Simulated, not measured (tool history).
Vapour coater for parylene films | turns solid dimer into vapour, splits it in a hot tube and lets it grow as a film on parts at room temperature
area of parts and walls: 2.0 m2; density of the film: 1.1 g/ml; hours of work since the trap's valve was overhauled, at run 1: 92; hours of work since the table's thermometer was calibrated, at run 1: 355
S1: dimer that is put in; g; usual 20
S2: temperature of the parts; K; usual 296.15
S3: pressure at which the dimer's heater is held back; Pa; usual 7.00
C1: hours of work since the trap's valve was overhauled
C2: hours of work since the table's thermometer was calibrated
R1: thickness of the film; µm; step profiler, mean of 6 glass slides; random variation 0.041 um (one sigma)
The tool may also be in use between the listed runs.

| run | hour | S1 | S2 | S3 | C1 | C2 | R1 |
|---|---|---|---|---|---|---|---|
| 1 | 0.0 | 20 | 296.15 | 7.00 | 92 | 355 | 6.30 |
| 2 | 13.7 | 20 | 289.15 | 7.00 | 102 | 365 | 8.33 |
| 3 | 22.5 | 20 | 289.15 | 7.00 | 109 | 372 | 8.23 |
| 4 | 36.6 | 20 | 289.15 | 7.00 | 120 | 383 | 8.21 |
| 5 | 51.1 | 20 | 289.15 | 7.00 | 131 | 394 | 8.22 |
| 6 | 57.7 | 20 | 289.15 | 7.00 | 136 | 399 | 8.07 |
| 7 | 65.1 | 20 | 289.15 | 7.00 | 142 | 405 | 8.17 |
| 8 | 74.2 | 20 | 296.15 | 11.42 | 149 | 412 | 5.70 |
| 9 | 84.0 | 20 | 296.15 | 7.00 | 157 | 420 | 6.30 |
| 10 | 91.6 | 20 | 296.15 | 7.00 | 163 | 426 | 6.29 |
|  | 93.3 | table's thermometer calibrated |
| 11 | 99.9 | 20 | 296.15 | 7.00 | 168 | 5 | 6.24 |
| 12 | 110.8 | 13 | 296.15 | 7.00 | 177 | 14 | 4.10 |
| 13 | 123.0 | 13 | 296.15 | 7.00 | 186 | 23 | 4.08 |
| 14 | 133.7 | 13 | 296.15 | 7.00 | 195 | 31 | 4.04 |
| 15 | 148.0 | 13 | 296.15 | 7.00 | 206 | 42 | 4.05 |
| 16 | 155.0 | 13 | 296.15 | 7.00 | 211 | 48 | 4.07 |
|  | 163.5 | table's thermometer calibrated, once more |
| 17 | 166.2 | 13 | 296.15 | 7.00 | 219 | 2 | 3.99 |
| 18 | 176.9 | 9 | 296.15 | 7.00 | 227 | 10 | 2.82 |
| 19 | 184.6 | 22 | 289.15 | 3.07 | 233 | 16 | 9.28 |
| 20 | 193.5 | 28 | 290.15 | 4.68 | 240 | 23 | 11.75 |
| 21 | 202.7 | 20 | 292.15 | 7.00 | 247 | 30 | 7.11 |
| 22 | 211.5 | 10 | 299.15 | 2.57 | 254 | 37 | 3.44 |
| 23 | 218.3 | 29 | 303.15 | 4.84 | 259 | 42 | 7.42 |
| 24 | 225.6 | 29 | 303.15 | 4.84 | 265 | 48 | 7.44 |
| 25 | 240.0 | 13 | 297.15 | 3.93 | 276 | 59 | 4.32 |
| 26 | 253.4 | 20 | 294.15 | 2.50 | 286 | 70 | 8.24 |
| 27 | 267.9 | 20 | 296.15 | 4.49 | 298 | 81 | 6.76 |
| 28 | 281.3 | 20 | 296.15 | 4.49 | 308 | 91 | 6.65 |
| 29 | 294.7 | 16 | 293.15 | 11.54 | 318 | 102 | 4.90 |
| 30 | 305.4 | 16 | 293.15 | 11.54 | 327 | 110 | 4.88 |
| 31 | 316.3 | 22 | 290.15 | 11.51 | 335 | 118 | 7.44 |
| 32 | 324.9 | 17 | 296.15 | 7.42 | 342 | 125 | 5.02 |
| 33 | 334.3 | 23 | 291.15 | 8.05 | 349 | 132 | 8.11 |
| 34 | 348.9 | 14 | 296.15 | 7.00 | 360 | 144 | 4.24 |

Some steps in R1 between neighbouring runs. How much of each would the tool show without its hidden state too (settings, what came in, random variation), and how much is left for the hidden state, with any gauge scatter that isn't in both results?
The hidden state here: vapour lost through the trap's worn valve, %; true temperature of the parts over the reading, C; drift of the gauge itself on film_um, %.
Run 18 -> 19: S1 9 -> 22, S2 296.15 -> 289.15, S3 7.00 -> 3.07. R1 +6.46 µm: hidden state -0.34, all else +6.80.
Run 20 -> 21: S1 28 -> 20, S2 290.15 -> 292.15, S3 4.68 -> 7.00. R1 -4.64 µm: hidden state +0.22, all else -4.86.
Run 22 -> 23: S1 10 -> 29, S2 299.15 -> 303.15, S3 2.57 -> 4.84. R1 +3.98 µm: hidden state -0.21, all else +4.19.
Run 25 -> 26: S1 13 -> 20, S2 297.15 -> 294.15, S3 3.93 -> 2.50. R1 +3.92 µm: hidden state -0.24, all else +4.16.
Run 33 -> 34: S1 23 -> 14, S2 291.15 -> 296.15, S3 8.05 -> 7.00. R1 -3.87 µm: hidden state +0.28, all else -4.15.

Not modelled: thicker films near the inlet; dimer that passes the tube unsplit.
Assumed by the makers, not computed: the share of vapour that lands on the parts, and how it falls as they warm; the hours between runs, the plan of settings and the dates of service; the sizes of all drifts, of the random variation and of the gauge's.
